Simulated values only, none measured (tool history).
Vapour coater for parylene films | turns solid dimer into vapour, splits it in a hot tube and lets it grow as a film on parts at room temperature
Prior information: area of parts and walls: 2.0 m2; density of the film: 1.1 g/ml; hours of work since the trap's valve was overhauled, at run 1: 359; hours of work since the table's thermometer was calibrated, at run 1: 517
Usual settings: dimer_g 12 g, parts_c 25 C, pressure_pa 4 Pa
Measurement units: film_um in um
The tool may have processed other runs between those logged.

run   hour  dimer_g  parts_c  pressure_pa  hours of work since the trap's valve was overhauled  hours of work since the table's thermometer was calibrated  film_um
  1      0       12       25            4                                                  359                                                         517     3.85
      19.5  -- trap's valve overhauled
  2   35.9       12       25            4                                                   11                                                         539     4.21
  3   73.9       12       25            4                                                   38                                                         566     4.17
  4  100.9       12       25            4                                                   57                                                         585     4.18
  5  126.7       12       25            4                                                   75                                                         603     4.12
  6  146.1       12       25         9.36                                                   89                                                         616     3.81
  7  178.9       12       23            4                                                  112                                                         639     4.23
  8  205.2       12       23            4                                                  130                                                         658     4.26
  9  245.7       12       23         6.43                                                  158                                                         686     4.07
 10  268.5       11       28            4                                                  174                                                         702     3.45
 11  296.4       16       21         2.15                                                  194                                                         722     6.21
 12  319.3       12       20            4                                                  210                                                         738     4.54
 13  351.3        6       21        11.84                                                  232                                                         760     1.99
 14    376        6       21        11.84                                                  250                                                         777     1.98
 15  414.7        7       25            4                                                  277                                                         804     2.33
 16  442.5        7       25            4                                                  296                                                         824     2.33
 17  482.5       18       35          3.1                                                  324                                                         852     4.96
 18    513       10       24          3.1                                                  346                                                         873     3.45

Branching from run 18: 5 alternative next runs. What would each branch give?
  A  536.7       18       30            4                                                  362                                                         890        ?
  B  536.7       10       22          3.1                                                  362                                                         890        ?
  C  536.7       10       34         2.06                                                  362                                                         890        ?
  D  536.7       10       26          3.1                                                  362                                                         890        ?
  E  536.7       16       17            4                                                  362                                                         890        ?

run  film_um
  A     5.36
  B     3.59
  C     2.85
  D      3.3
  E     6.27
With no hidden state in the tool, these same runs would have given:
run  film_um
  A     5.61
  B     3.76
  C     2.99
  D     3.46
  E     6.56
